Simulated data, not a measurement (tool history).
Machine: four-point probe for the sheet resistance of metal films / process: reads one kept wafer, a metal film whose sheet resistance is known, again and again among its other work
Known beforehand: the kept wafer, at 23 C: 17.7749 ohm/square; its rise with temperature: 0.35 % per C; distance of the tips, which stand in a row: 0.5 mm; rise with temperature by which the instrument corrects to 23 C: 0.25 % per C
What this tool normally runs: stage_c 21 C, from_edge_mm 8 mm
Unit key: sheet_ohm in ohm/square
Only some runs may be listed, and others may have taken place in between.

Run 1, hour 0: usual settings. Result: sheet_ohm 17.855693 ohm/square.
Run 2, hour 84.5: usual settings. Result: sheet_ohm 17.851801 ohm/square.
Run 3, hour 137.3: usual settings but stage_c 25 C. Result: sheet_ohm 17.921118 ohm/square.
Run 4, hour 213.3: usual settings but stage_c 25 C. Result: sheet_ohm 17.926559 ohm/square.
Run 5, hour 312.1: usual settings but stage_c 25 C. Result: sheet_ohm 17.922335 ohm/square.
Run 6, hour 395.9: usual settings but from_edge_mm 3 mm. Result: sheet_ohm 18.092333 ohm/square.

What will run 7 give?
Run 7, hour 460.8: usual settings but from_edge_mm 3 mm. Result: sheet_ohm ?.

Run 7 gave sheet_ohm 18.08284 ohm/square.
Had the tool carried no hidden state, the very same run would have given sheet_ohm 17.999113 ohm/square.
